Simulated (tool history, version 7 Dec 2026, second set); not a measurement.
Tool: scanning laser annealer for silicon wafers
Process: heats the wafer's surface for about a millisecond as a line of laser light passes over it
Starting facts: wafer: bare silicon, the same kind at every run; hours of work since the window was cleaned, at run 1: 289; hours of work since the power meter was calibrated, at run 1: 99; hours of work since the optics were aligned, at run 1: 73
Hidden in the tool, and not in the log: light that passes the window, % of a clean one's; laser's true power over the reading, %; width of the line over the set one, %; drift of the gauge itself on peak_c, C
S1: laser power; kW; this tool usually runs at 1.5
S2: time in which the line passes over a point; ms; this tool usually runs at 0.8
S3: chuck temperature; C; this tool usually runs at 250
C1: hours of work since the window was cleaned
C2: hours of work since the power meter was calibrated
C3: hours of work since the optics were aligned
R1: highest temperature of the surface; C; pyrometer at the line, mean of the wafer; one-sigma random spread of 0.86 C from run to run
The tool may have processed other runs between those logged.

run 1 day=0 | S1=1.5 S2=0.8 S3=250 | C1=289 C2=99 C3=73 | R1=1097.6
run 2 day=0.321 | S1=1.5 S2=0.8 S3=239 | C1=295 C2=105 C3=79 | R1=1085.2
run 3 day=0.583 | S1=1.513 S2=0.8 S3=250 | C1=300 C2=110 C3=84 | R1=1104.2
run 4 day=1.004 | S1=1.513 S2=0.8 S3=250 | C1=307 C2=117 C3=92 | R1=1103.9
run 5 day=1.5 | S1=1.513 S2=0.8 S3=250 | C1=316 C2=126 C3=101 | R1=1103.9
run 6 day=1.896 | S1=1.5 S2=0.8 S3=281 | C1=324 C2=134 C3=108 | R1=1127.9
run 7 day=2.267 | S1=1.5 S2=0.8 S3=281 | C1=331 C2=141 C3=115 | R1=1126
run 8 day=2.508 | S1=1.5 S2=0.8 S3=281 | C1=335 C2=145 C3=119 | R1=1126.6
run 9 day=2.938 | S1=1.5 S2=0.8 S3=281 | C1=343 C2=153 C3=127 | R1=1126.5
run 10 day=3.421 | S1=1.5 S2=0.8 S3=281 | C1=352 C2=162 C3=136 | R1=1127.1
run 11 day=3.817 | S1=1.5 S2=0.983 S3=250 | C1=359 C2=169 C3=143 | R1=1183.6
run 12 day=4.367 | S1=1.333 S2=0.983 S3=250 | C1=369 C2=179 C3=153 | R1=1084.8
run 13 day=4.804 | S1=1.5 S2=0.565 S3=245 | C1=377 C2=187 C3=161 | R1=961.7
run 14 day=5.254 | S1=1.464 S2=0.577 S3=263 | C1=385 C2=195 C3=170 | R1=968.6
run 15 day=5.5 | S1=1.464 S2=0.577 S3=263 | C1=390 C2=200 C3=174 | R1=970.3
run 16 day=5.771 | S1=1.5 S2=1 S3=253 | C1=395 C2=205 C3=179 | R1=1195.6
run 17 day=6.275 | S1=1.5 S2=0.91 S3=220 | C1=404 C2=214 C3=188 | R1=1120.8
run 18 day=6.608 | S1=1.5 S2=0.91 S3=220 | C1=410 C2=220 C3=195 | R1=1122.2
run 19 day=6.988 | S1=1.288 S2=0.682 S3=283 | C1=417 C2=227 C3=201 | R1=960.7
run 20 day=7.367 | S1=1.288 S2=0.682 S3=283 | C1=424 C2=234 C3=208 | R1=959.7
run 21 day=7.821 | S1=1.513 S2=0.733 S3=244 | C1=432 C2=242 C3=217 | R1=1063.5

Run 22, settings as shown, results not yet in. Your forecast:
run 22 day=8.204 | S1=1.395 S2=0.608 S3=213 | C1=439 C2=249 C3=224 | R1=?

{"run 22": {"R1": 904.5}}
If the tool had no hidden condition, the same run with the same run-to-run variation would have returned R1 905 C.
